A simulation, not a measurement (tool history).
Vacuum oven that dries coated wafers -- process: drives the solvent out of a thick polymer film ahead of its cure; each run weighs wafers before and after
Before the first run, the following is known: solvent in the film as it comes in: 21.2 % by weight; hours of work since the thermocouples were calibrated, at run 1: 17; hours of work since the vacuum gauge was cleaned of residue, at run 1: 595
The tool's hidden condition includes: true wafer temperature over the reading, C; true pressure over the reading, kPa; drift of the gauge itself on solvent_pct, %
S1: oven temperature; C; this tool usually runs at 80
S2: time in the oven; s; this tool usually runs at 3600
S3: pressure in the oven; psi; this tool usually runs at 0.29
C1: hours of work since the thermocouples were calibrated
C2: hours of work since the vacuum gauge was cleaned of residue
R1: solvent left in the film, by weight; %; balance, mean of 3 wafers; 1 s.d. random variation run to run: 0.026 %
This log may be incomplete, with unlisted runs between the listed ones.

run 1 hour=0 | S1=80 S2=3600 S3=0.29 | C1=17 C2=595 | R1=2.5
run 2 hour=23.5 | S1=80 S2=3600 S3=0.29 | C1=34 C2=612 | R1=2.56
run 3 hour=42.5 | S1=80 S2=3600 S3=0.29 | C1=49 C2=627 | R1=2.51
run 4 hour=67.6 | S1=80 S2=3600 S3=0.29 | C1=67 C2=645 | R1=2.41
run 5 hour=98.3 | S1=80 S2=3600 S3=0.29 | C1=90 C2=669 | R1=2.51
run 6 hour=134.7 | S1=80 S2=3600 S3=0.29 | C1=118 C2=696 | R1=2.52
run 7 hour=163.5 | S1=80 S2=3720 S3=0.29 | C1=139 C2=717 | R1=2.38
run 8 hour=200.9 | S1=80 S2=3720 S3=0.29 | C1=167 C2=745 | R1=2.34
run 9 hour=238.5 | S1=80 S2=3720 S3=0.29 | C1=195 C2=774 | R1=2.4
run 10 hour=267.3 | S1=80 S2=5040 S3=0.29 | C1=217 C2=795 | R1=1.79
run 11 hour=304.5 | S1=80 S2=5040 S3=0.29 | C1=245 C2=823 | R1=1.78
run 12 hour=324.3 | S1=80 S2=5040 S3=0.29 | C1=260 C2=838 | R1=1.77
run 13 hour=350.3 | S1=80 S2=5040 S3=0.29 | C1=279 C2=857 | R1=1.79
run 14 hour=375.9 | S1=80 S2=3600 S3=0.29 | C1=299 C2=877 | R1=2.47
run 15 hour=396 | S1=80 S2=3600 S3=0.29 | C1=314 C2=892 | R1=2.46
run 16 hour=415.3 | S1=80 S2=3600 S3=0.145 | C1=328 C2=906 | R1=1.92
run 17 hour=436.4 | S1=80 S2=3600 S3=0.145 | C1=344 C2=922 | R1=1.91
run 18 hour=452.7 | S1=80 S2=3600 S3=0.29 | C1=356 C2=934 | R1=2.42
run 19 hour=471.5 | S1=80 S2=3600 S3=0.29 | C1=370 C2=948 | R1=2.52
run 20 hour=489.2 | S1=80 S2=3600 S3=0.29 | C1=384 C2=962 | R1=2.46
run 21 hour=515.5 | S1=80 S2=3600 S3=0.29 | C1=403 C2=981 | R1=2.46
run 22 hour=539.2 | S1=80 S2=3600 S3=0.29 | C1=421 C2=999 | R1=2.48
run 23 hour=557.8 | S1=80 S2=4380 S3=0.29 | C1=435 C2=1013 | R1=2.02
run 24 hour=582.8 | S1=80 S2=3600 S3=0.29 | C1=454 C2=1032 | R1=2.47
run 25 hour=604.9 | S1=80 S2=3600 S3=0.299 | C1=470 C2=1048 | R1=2.48
run 26 hour=636.7 | S1=70 S2=6180 S3=0.859 | C1=494 C2=1072 | R1=6.62
run 27 hour=661.8 | S1=73 S2=4800 S3=0.859 | C1=513 C2=1091 | R1=6.1
run 28 hour=697.1 | S1=69 S2=3600 S3=0.376 | C1=539 C2=1118 | R1=6.22
run 29 hour=721.4 | S1=69 S2=3600 S3=0.376 | C1=558 C2=1136 | R1=6.23
run 30 hour=751.8 | S1=74 S2=3420 S3=0.571 | C1=580 C2=1159 | R1=5.5
run 31 hour=778.1 | S1=79 S2=3600 S3=0.199 | C1=600 C2=1178 | R1=2.27
run 32 hour=804.4 | S1=89 S2=1860 S3=0.92 | C1=620 C2=1198 | R1=4.2
run 33 hour=821.5 | S1=89 S2=2220 S3=0.676 | C1=633 C2=1211 | R1=3.07
run 34 hour=838.9 | S1=89 S2=2220 S3=0.676 | C1=646 C2=1224 | R1=3.05
run 35 hour=859.7 | S1=89 S2=2220 S3=0.676 | C1=661 C2=1239 | R1=3.05
run 36 hour=888.7 | S1=80 S2=1800 S3=0.731 | C1=683 C2=1261 | R1=6.74
run 37 hour=920.5 | S1=80 S2=1800 S3=0.731 | C1=707 C2=1285 | R1=6.82
run 38 hour=955 | S1=74 S2=3600 S3=0.29 | C1=733 C2=1311 | R1=3.97
run 39 hour=980.6 | S1=74 S2=3600 S3=0.29 | C1=752 C2=1330 | R1=3.95
run 40 hour=996.8 | S1=87 S2=4980 S3=0.379 | C1=764 C2=1342 | R1=1.48
run 41 hour=1019.1 | S1=80 S2=3600 S3=1.108 | C1=781 C2=1359 | R1=5.54
run 42 hour=1036.3 | S1=70 S2=2160 S3=0.184 | C1=794 C2=1372 | R1=7.62
run 43 hour=1061.1 | S1=70 S2=2160 S3=0.184 | C1=812 C2=1391 | R1=7.61
run 44 hour=1089.3 | S1=80 S2=1980 S3=0.328 | C1=833 C2=1412 | R1=4.87
run 45 hour=1123.6 | S1=91 S2=5700 S3=0.895 | C1=859 C2=1437 | R1=2.53
run 46 hour=1154.5 | S1=91 S2=5700 S3=0.895 | C1=882 C2=1461 | R1=2.56
run 47 hour=1188.2 | S1=65 S2=1800 S3=0.767 | C1=908 C2=1486 | R1=12.87

Each row is a separate what-if for the run after 47, all from the same tool condition, not one after another. Results?
run A hour=1219.1 | S1=80 S2=2220 S3=0.341 | C1=931 C2=1509 | R1=?
run B hour=1219.1 | S1=79 S2=3300 S3=0.982 | C1=931 C2=1509 | R1=?
run C hour=1219.1 | S1=65 S2=1800 S3=0.232 | C1=931 C2=1509 | R1=?
run D hour=1219.1 | S1=88 S2=3600 S3=0.29 | C1=931 C2=1509 | R1=?

run=A R1=4.37
run=B R1=5.46
run=C R1=10.8
run=D R1=1.29
Without the tool's hidden state the same runs would have given:
run=A R1=4.55
run=B R1=5.59
run=C R1=10.96
run=D R1=1.14
